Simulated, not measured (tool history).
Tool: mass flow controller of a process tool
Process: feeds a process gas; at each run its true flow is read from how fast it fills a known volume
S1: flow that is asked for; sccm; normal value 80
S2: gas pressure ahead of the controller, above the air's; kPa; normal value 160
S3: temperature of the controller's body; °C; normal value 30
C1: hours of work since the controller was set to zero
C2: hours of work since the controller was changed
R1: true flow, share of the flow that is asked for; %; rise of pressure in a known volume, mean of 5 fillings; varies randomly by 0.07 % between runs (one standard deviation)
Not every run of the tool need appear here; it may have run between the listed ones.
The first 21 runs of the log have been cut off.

| run | hour | S1 | S2 | S3 | C1 | C2 | R1 |
|---|---|---|---|---|---|---|---|
| 22 | 2880.8 | 80 | 170 | 30 | 3191 | 3191 | 97.88 |
| 23 | 3055.3 | 80 | 170 | 30 | 3267 | 3267 | 97.73 |
| 24 | 3191.4 | 153 | 199 | 30 | 3326 | 3326 | 98.13 |
| 25 | 3311.9 | 179 | 199 | 30 | 3379 | 3379 | 98.08 |
| 26 | 3421.0 | 142 | 145 | 35 | 3426 | 3426 | 97.76 |
| 27 | 3546.6 | 142 | 145 | 35 | 3481 | 3481 | 97.67 |
| 28 | 3710.2 | 40 | 207 | 30 | 3552 | 3552 | 97.20 |
| 29 | 3898.2 | 80 | 211 | 36 | 3634 | 3634 | 96.88 |
| 30 | 4053.8 | 80 | 229 | 23 | 3702 | 3702 | 97.65 |
| 31 | 4150.5 | 80 | 229 | 23 | 3744 | 3744 | 97.61 |
| 32 | 4325.8 | 80 | 160 | 28 | 3820 | 3820 | 97.48 |
| 33 | 4448.9 | 80 | 160 | 28 | 3874 | 3874 | 97.34 |
| 34 | 4537.0 | 80 | 160 | 28 | 3912 | 3912 | 97.32 |
|  | 4583.8 | gauge calibrated |
| 35 | 4697.7 | 80 | 160 | 28 | 3982 | 3982 | 99.11 |
| 36 | 4890.2 | 80 | 275 | 34 | 4066 | 4066 | 98.23 |
| 37 | 5006.2 | 80 | 275 | 34 | 4117 | 4117 | 98.16 |
| 38 | 5099.5 | 98 | 276 | 30 | 4158 | 4158 | 98.62 |
| 39 | 5215.7 | 80 | 278 | 20 | 4208 | 4208 | 99.16 |
| 40 | 5338.1 | 80 | 278 | 20 | 4262 | 4262 | 99.18 |
| 41 | 5439.3 | 80 | 241 | 20 | 4306 | 4306 | 99.23 |
| 42 | 5567.8 | 80 | 160 | 24 | 4362 | 4362 | 99.09 |
| 43 | 5762.1 | 48 | 210 | 35 | 4446 | 4446 | 97.93 |
| 44 | 5890.2 | 71 | 271 | 35 | 4502 | 4502 | 97.74 |
| 45 | 6048.2 | 31 | 271 | 25 | 4571 | 4571 | 98.21 |

Predict each of these 5 candidate next runs independently; none follows another, all start after run 45:
| A | 6156.2 | 67 | 280 | 22 | 4618 | 4618 | ? |
| B | 6156.2 | 31 | 271 | 33 | 4618 | 4618 | ? |
| C | 6156.2 | 66 | 160 | 30 | 4618 | 4618 | ? |
| D | 6156.2 | 170 | 271 | 20 | 4618 | 4618 | ? |
| E | 6156.2 | 27 | 278 | 25 | 4618 | 4618 | ? |

| run | R1 |
|---|---|
| A | 98.54 |
| B | 97.45 |
| C | 98.38 |
| D | 99.39 |
| E | 98.07 |
Without the tool's hidden state the same runs would have given:
| run | R1 |
|---|---|
| A | 99.16 |
| B | 98.07 |
| C | 99.00 |
| D | 100.01 |
| E | 98.70 |
